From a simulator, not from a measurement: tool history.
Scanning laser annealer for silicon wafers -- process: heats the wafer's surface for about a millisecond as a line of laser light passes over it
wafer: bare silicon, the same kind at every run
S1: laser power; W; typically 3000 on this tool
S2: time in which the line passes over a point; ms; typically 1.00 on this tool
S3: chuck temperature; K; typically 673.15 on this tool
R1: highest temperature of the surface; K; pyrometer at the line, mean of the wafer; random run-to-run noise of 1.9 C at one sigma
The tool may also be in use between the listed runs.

run    hour    S1    S2      S3       R1
  1     0.0  3000  1.00  673.15  1489.15
        8.8  -- window over the wafer cleaned
  2    23.1  3000  1.00  682.15  1512.15
  3    49.7  2664  1.00  673.15  1390.15
  4    94.1  3000  1.17  673.15  1567.15
  5   137.3  3000  1.17  673.15  1566.15
  6   177.7  3000  1.17  673.15  1566.15
  7   203.1  3000  1.17  673.15  1566.15
  8   229.4  3000  1.17  673.15  1561.15
  9   251.9  3000  1.17  673.15  1559.15
 10   299.4  2599  1.00  673.15  1357.15
 11   328.3  3060  1.00  673.15  1511.15
 12   355.4  3060  1.00  673.15  1506.15
 13   381.3  3060  1.00  673.15  1505.15
 14   401.8  3060  1.00  673.15  1506.15
 15   443.6  3060  1.00  673.15  1504.15
      462.3  -- window over the wafer cleaned
 16   480.0  3060  1.00  673.15  1524.15
 17   527.1  3060  1.00  673.15  1524.15
 18   552.2  3060  1.00  673.15  1522.15
 19   598.3  3060  1.00  673.15  1519.15
 20   641.4  3060  1.00  673.15  1519.15
 21   672.0  3060  1.00  673.15  1516.15
 22   692.1  2770  0.92  674.15  1389.15
 23   714.2  2922  1.00  653.15  1449.15
 24   742.7  2791  0.80  638.15  1308.15
 25   777.2  2791  0.75  638.15  1285.15
 26   812.7  2650  1.22  643.15  1416.15
 27   849.9  3165  1.00  673.15  1541.15
 28   897.6  3165  1.00  673.15  1541.15
      917.1  -- window over the wafer cleaned
 29   947.2  2954  0.96  710.15  1500.15
      991.9  -- optics aligned, line set to its width
 30   993.3  2900  0.83  637.15  1369.15
 31  1041.6  2900  0.83  637.15  1371.15
 32  1078.9  2900  0.83  637.15  1367.15
 33  1103.8  2879  0.91  673.15  1430.15
 34  1142.9  3007  0.91  673.15  1470.15
 35  1165.2  3007  0.91  673.15  1470.15
 36  1199.6  2840  0.97  653.15  1416.15
 37  1228.2  2973  0.77  663.15  1379.15
 38  1272.5  2631  0.91  645.15  1322.15
 39  1319.2  2631  0.91  645.15  1315.15
 40  1367.4  2631  0.91  645.15  1315.15
     1375.3  -- window over the wafer cleaned
 41  1414.2  2631  0.91  645.15  1325.15

Same runs, no hidden state in the tool, same run-to-run variation:
Hidden state at play: light that passes the window, % of a clean one's; laser's true power over the reading, %; width of the line over the set one, %; drift of the gauge itself on peak_c, C.
run       R1
  1  1514.15
  2  1524.15
  3  1401.15
  4  1584.15
  5  1585.15
  6  1587.15
  7  1588.15
  8  1585.15
  9  1584.15
 10  1378.15
 11  1538.15
 12  1534.15
 13  1534.15
 14  1537.15
 15  1537.15
 16  1536.15
 17  1538.15
 18  1538.15
 19  1537.15
 20  1538.15
 21  1538.15
 22  1407.15
 23  1470.15
 24  1328.15
 25  1306.15
 26  1442.15
 27  1572.15
 28  1575.15
 29  1517.15
 30  1372.15
 31  1375.15
 32  1373.15
 33  1438.15
 34  1480.15
 35  1481.15
 36  1428.15
 37  1392.15
 38  1335.15
 39  1330.15
 40  1332.15
 41  1328.15
